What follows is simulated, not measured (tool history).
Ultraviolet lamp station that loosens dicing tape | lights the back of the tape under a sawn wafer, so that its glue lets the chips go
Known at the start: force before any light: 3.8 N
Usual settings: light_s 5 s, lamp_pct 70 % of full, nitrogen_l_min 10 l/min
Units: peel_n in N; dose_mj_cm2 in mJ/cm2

run 1 hour=0.0 | light_s=5 lamp_pct=70 nitrogen_l_min=10 | peel_n=0.220 dose_mj_cm2=370
run 2 hour=17.3 | light_s=5 lamp_pct=70 nitrogen_l_min=10 | peel_n=0.221 dose_mj_cm2=368
run 3 hour=37.7 | light_s=3 lamp_pct=70 nitrogen_l_min=10 | peel_n=0.488 dose_mj_cm2=222
run 4 hour=54.5 | light_s=5 lamp_pct=67 nitrogen_l_min=10 | peel_n=0.213 dose_mj_cm2=355
run 5 hour=69.8 | light_s=5 lamp_pct=67 nitrogen_l_min=8 | peel_n=0.241 dose_mj_cm2=355
run 6 hour=80.7 | light_s=2 lamp_pct=67 nitrogen_l_min=8 | peel_n=1.041 dose_mj_cm2=140
run 7 hour=94.9 | light_s=5 lamp_pct=70 nitrogen_l_min=10 | peel_n=0.226 dose_mj_cm2=369
run 8 hour=116.3 | light_s=5 lamp_pct=70 nitrogen_l_min=10 | peel_n=0.212 dose_mj_cm2=370
run 9 hour=127.6 | light_s=5 lamp_pct=70 nitrogen_l_min=10 | peel_n=0.219 dose_mj_cm2=374
run 10 hour=149.7 | light_s=5 lamp_pct=70 nitrogen_l_min=10 | peel_n=0.215 dose_mj_cm2=371
run 11 hour=164.0 | light_s=5 lamp_pct=70 nitrogen_l_min=10 | peel_n=0.230 dose_mj_cm2=372
run 12 hour=184.1 | light_s=5 lamp_pct=70 nitrogen_l_min=10 | peel_n=0.211 dose_mj_cm2=369
run 13 hour=205.2 | light_s=5 lamp_pct=70 nitrogen_l_min=10 | peel_n=0.210 dose_mj_cm2=370
run 14 hour=225.6 | light_s=5 lamp_pct=70 nitrogen_l_min=10 | peel_n=0.216 dose_mj_cm2=371
run 15 hour=238.0 | light_s=5 lamp_pct=70 nitrogen_l_min=10 | peel_n=0.210 dose_mj_cm2=373
run 16 hour=250.2 | light_s=5 lamp_pct=70 nitrogen_l_min=10 | peel_n=0.219 dose_mj_cm2=372
run 17 hour=261.7 | light_s=5 lamp_pct=70 nitrogen_l_min=10 | peel_n=0.214 dose_mj_cm2=369
run 18 hour=272.5 | light_s=3 lamp_pct=70 nitrogen_l_min=10 | peel_n=0.478 dose_mj_cm2=222
run 19 hour=282.1 | light_s=3 lamp_pct=70 nitrogen_l_min=10 | peel_n=0.489 dose_mj_cm2=222
run 20 hour=293.5 | light_s=3 lamp_pct=70 nitrogen_l_min=10 | peel_n=0.482 dose_mj_cm2=226
run 21 hour=315.4 | light_s=10 lamp_pct=62 nitrogen_l_min=12 | peel_n=0.147 dose_mj_cm2=653
run 22 hour=332.2 | light_s=10 lamp_pct=62 nitrogen_l_min=12 | peel_n=0.141 dose_mj_cm2=656
run 23 hour=346.2 | light_s=8 lamp_pct=81 nitrogen_l_min=12 | peel_n=0.141 dose_mj_cm2=689
run 24 hour=366.5 | light_s=2 lamp_pct=85 nitrogen_l_min=17 | peel_n=0.547 dose_mj_cm2=181
run 25 hour=381.4 | light_s=5 lamp_pct=90 nitrogen_l_min=17 | peel_n=0.152 dose_mj_cm2=472
run 26 hour=396.5 | light_s=3 lamp_pct=66 nitrogen_l_min=11 | peel_n=0.493 dose_mj_cm2=209
run 27 hour=406.4 | light_s=5 lamp_pct=88 nitrogen_l_min=8 | peel_n=0.186 dose_mj_cm2=465
run 28 hour=417.8 | light_s=5 lamp_pct=88 nitrogen_l_min=8 | peel_n=0.181 dose_mj_cm2=465
run 29 hour=427.6 | light_s=6 lamp_pct=80 nitrogen_l_min=10 | peel_n=0.153 dose_mj_cm2=503

The next listed run, before its measurement:
run 30 hour=449.5 | light_s=5 lamp_pct=73 nitrogen_l_min=10 | peel_n=? dose_mj_cm2=?

{"run 30": {"peel_n": 0.201, "dose_mj_cm2": 389}}
Without the tool's hidden state the same run would have given peel_n 0.201 N, dose_mj_cm2 390 mJ/cm2.
